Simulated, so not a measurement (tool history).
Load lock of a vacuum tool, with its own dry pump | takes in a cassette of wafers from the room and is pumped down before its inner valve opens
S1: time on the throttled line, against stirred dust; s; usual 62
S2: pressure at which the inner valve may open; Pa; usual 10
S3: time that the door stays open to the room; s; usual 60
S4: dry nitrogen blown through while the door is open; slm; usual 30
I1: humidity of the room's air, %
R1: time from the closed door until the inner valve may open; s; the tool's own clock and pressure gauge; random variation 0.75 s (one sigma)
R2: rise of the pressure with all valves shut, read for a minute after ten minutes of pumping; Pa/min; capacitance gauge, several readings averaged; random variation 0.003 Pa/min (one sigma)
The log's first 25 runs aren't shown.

| run | hour | S1 | S2 | S3 | S4 | I1 | R1 | R2 |
|---|---|---|---|---|---|---|---|---|
| 26 | 6674.0 | 62 | 10 | 60 | 43 | 43.4 | 125.7 | 0.386 |
| 27 | 7035.5 | 62 | 10 | 60 | 43 | 42.3 | 124.7 | 0.406 |
| 28 | 7319.9 | 62 | 10 | 60 | 43 | 45.5 | 125.1 | 0.410 |
| 29 | 7659.1 | 62 | 15 | 59 | 22 | 45.0 | 122.6 | 0.430 |
| 30 | 7852.6 | 62 | 10 | 60 | 4 | 46.7 | 127.0 | 0.465 |
| 31 | 8105.4 | 62 | 10 | 60 | 4 | 46.5 | 127.3 | 0.466 |
| 32 | 8264.1 | 62 | 10 | 60 | 4 | 45.5 | 126.9 | 0.471 |
| 33 | 8488.1 | 62 | 17 | 173 | 11 | 45.9 | 121.8 | 0.515 |
| 34 | 8784.1 | 62 | 17 | 181 | 11 | 44.6 | 121.2 | 0.518 |
| 35 | 9028.7 | 62 | 17 | 181 | 11 | 42.6 | 122.7 | 0.521 |
| 36 | 9204.8 | 62 | 17 | 181 | 11 | 42.3 | 122.5 | 0.532 |
|  | 9497.6 | door's seal changed, seat wiped |
| 37 | 9563.0 | 62 | 10 | 46 | 30 | 45.2 | 127.5 | 0.020 |

3 ways to go on from here, each from the tool as it stands after run 37. What would each give?
| A | 9726.9 | 72 | 16 | 197 | 30 | 42.9 | ? | ? |
| B | 9726.9 | 62 | 10 | 100 | 30 | 42.9 | ? | ? |
| C | 9726.9 | 62 | 13 | 46 | 7 | 45.2 | ? | ? |

| run | R1 | R2 |
|---|---|---|
| A | 131.1 | 0.052 |
| B | 126.5 | 0.029 |
| C | 125.8 | 0.032 |
Without the tool's hidden state the same runs would have given:
| run | R1 | R2 |
|---|---|---|
| A | 120.2 | 0.051 |
| B | 114.6 | 0.029 |
| C | 114.0 | 0.031 |

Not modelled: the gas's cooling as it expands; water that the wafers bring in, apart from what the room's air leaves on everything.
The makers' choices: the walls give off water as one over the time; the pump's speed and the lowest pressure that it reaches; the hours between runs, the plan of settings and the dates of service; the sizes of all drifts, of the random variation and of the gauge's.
